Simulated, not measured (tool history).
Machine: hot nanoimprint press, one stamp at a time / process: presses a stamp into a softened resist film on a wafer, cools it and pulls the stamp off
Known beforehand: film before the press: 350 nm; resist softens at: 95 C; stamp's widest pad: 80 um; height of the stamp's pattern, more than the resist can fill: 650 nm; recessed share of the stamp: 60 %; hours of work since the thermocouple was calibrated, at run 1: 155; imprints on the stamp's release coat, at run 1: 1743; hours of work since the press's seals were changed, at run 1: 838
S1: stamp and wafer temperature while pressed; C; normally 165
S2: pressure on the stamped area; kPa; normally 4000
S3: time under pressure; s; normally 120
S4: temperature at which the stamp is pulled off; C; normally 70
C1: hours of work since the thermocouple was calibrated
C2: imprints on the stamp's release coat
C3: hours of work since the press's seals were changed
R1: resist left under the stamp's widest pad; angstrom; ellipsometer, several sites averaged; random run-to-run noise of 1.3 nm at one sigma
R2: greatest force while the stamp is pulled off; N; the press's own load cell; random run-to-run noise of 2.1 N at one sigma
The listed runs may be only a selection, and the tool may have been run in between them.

run,day,S1,S2,S3,S4,C1,C2,C3,R1,R2
1,0,165,4000,120,70,155,1743,838,1899,118
2,0.929,165,4000,120,70,170,1823,853,1889,117
3,1.812,165,4000,120,70,184,1900,867,1880,114
4,3.033,165,4000,120,70,204,2006,886,1871,115
5,4.071,165,4000,120,70,220,2096,903,1873,121
# day 4.921: stamp cleaned and given a new release coat
6,5.154,165,4000,120,70,233,21,916,1899,90
7,6.129,165,4000,120,70,249,106,931,1860,95
8,7.154,165,4000,120,70,265,194,948,1870,92
9,7.962,165,4000,120,70,278,265,961,1860,97
10,9.283,165,4000,120,70,299,380,982,1847,99
11,10.592,165,4000,120,70,320,493,1002,1837,96
12,11.25,165,3510,120,72,330,550,1013,1929,92
13,12.388,165,3510,120,72,348,649,1031,1928,92
14,13.521,165,3510,120,72,366,747,1049,1920,92
# day 13.758: plate thermocouple calibrated
15,14.704,158,4000,106,70,15,840,1066,2358,99
16,15.35,158,4000,106,70,25,896,1076,2339,99
17,15.992,158,4000,106,70,36,952,1086,2327,98
# day 16.762: press's hydraulic seals changed and the load cell set to zero
18,16.958,158,4000,106,70,46,1006,3,2281,96
19,18.025,165,6230,237,58,62,1099,20,1080,137

A few steps of R1 between consecutive runs. Split each: what settings, incoming material and random variation would produce without the hidden state, and what is left over for the hidden state, along with gauge scatter present in only one of the two compared results (measured, and without hidden state):
Hidden state at play: true temperature over the reading, C; pressure that arrives at the usual setting, %; grip of the stamp's worn release coat, % over a new coat's; drift of the gauge itself on residual_nm, %; drift of the gauge itself on pull_off_n, %.
Run 14 -> 15: S1 165 -> 158, S2 3510 -> 4000, S3 120 -> 106, S4 72 -> 70, plate thermocouple calibrated. R1 +438 angstrom: hidden state -71, all else +509.
Run 18 -> 19: S1 158 -> 165, S2 4000 -> 6230, S3 106 -> 237, S4 70 -> 58. R1 -1201 angstrom: hidden state +59, all else -1260.

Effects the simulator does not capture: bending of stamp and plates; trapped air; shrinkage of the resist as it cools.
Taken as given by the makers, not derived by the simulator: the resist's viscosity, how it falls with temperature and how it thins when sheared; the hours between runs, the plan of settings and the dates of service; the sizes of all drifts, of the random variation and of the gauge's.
